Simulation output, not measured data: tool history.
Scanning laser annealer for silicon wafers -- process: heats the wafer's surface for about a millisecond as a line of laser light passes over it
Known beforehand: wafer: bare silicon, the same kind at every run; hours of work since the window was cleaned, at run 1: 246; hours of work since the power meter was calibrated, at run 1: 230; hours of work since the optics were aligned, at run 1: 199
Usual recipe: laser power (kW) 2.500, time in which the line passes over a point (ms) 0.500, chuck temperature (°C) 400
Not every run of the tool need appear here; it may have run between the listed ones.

run,day,laser power (kW),time in which the line passes over a point (ms),chuck temperature (°C),hours of work since the window was cleaned,hours of work since the power meter was calibrated,hours of work since the optics were aligned,highest temperature of the surface (°C)
1,0.000,2.500,0.500,400,246,230,199,1103
2,0.358,2.500,0.500,400,251,235,204,1105
3,0.775,2.317,0.500,400,256,241,209,1036
4,1.212,2.500,0.500,400,262,246,215,1102
5,1.575,2.236,0.500,400,267,251,220,1011
6,2.012,2.236,0.500,400,273,257,226,1010
7,2.379,2.349,0.500,400,277,262,231,1048
8,2.825,2.349,0.500,400,283,268,236,1048
9,3.033,2.349,0.500,400,286,271,239,1050
10,3.450,2.500,0.461,400,292,276,245,1070
11,3.738,2.500,0.461,400,296,280,249,1073
12,4.083,2.173,0.500,400,300,285,253,989
13,4.521,2.173,0.500,400,306,290,259,989
14,4.962,2.264,0.500,400,312,296,265,1018
15,5.221,2.264,0.500,421,315,300,268,1042
16,5.692,2.500,0.500,400,322,306,275,1101
17,5.979,2.500,0.500,400,326,310,279,1103
18,6.258,2.500,0.608,400,329,314,282,1190
19,6.679,2.158,0.608,400,335,319,288,1052
20,7.100,2.158,0.364,419,340,325,294,900
21,7.504,2.139,0.500,406,346,330,299,982
22,7.862,2.500,0.352,400,351,335,304,969
23,8.208,2.605,0.600,374,355,340,308,1200
24,8.662,2.721,0.578,400,361,346,314,1252
25,8.862,2.721,0.578,400,364,348,317,1257
26,9.179,2.500,0.480,400,368,353,321,1087
27,9.583,2.371,0.480,399,374,358,327,1040
28,9.821,2.464,0.480,399,377,361,330,1071
29,10.225,2.318,0.582,417,382,367,335,1116
30,10.446,2.318,0.582,417,385,370,338,1114
31,10.896,2.318,0.582,417,391,376,344,1118
32,11.308,2.318,0.582,417,397,381,350,1115
33,11.775,2.404,0.555,364,403,387,356,1074
34,12.017,2.404,0.555,364,406,390,359,1075
35,12.350,2.610,0.500,434,410,395,364,1175
36,12.558,2.242,0.500,400,413,398,366,1011
37,12.817,2.262,0.352,430,417,401,370,933

Each row is a separate what-if for the run after 37, all from the same tool condition, not one after another. Results?
A,13.038,2.500,0.500,407,420,404,373,?
B,13.038,2.262,0.352,382,420,404,373,?
C,13.038,2.645,0.566,404,420,404,373,?
D,13.038,2.366,0.426,436,420,404,373,?
E,13.038,2.262,0.352,400,420,404,373,?

run,highest temperature of the surface (°C)
A,1111
B,883
C,1215
D,1031
E,900
Take away the tool's hidden state, keep each run's random variation, and the runs would have read:
run,highest temperature of the surface (°C)
A,1112
B,884
C,1216
D,1032
E,901
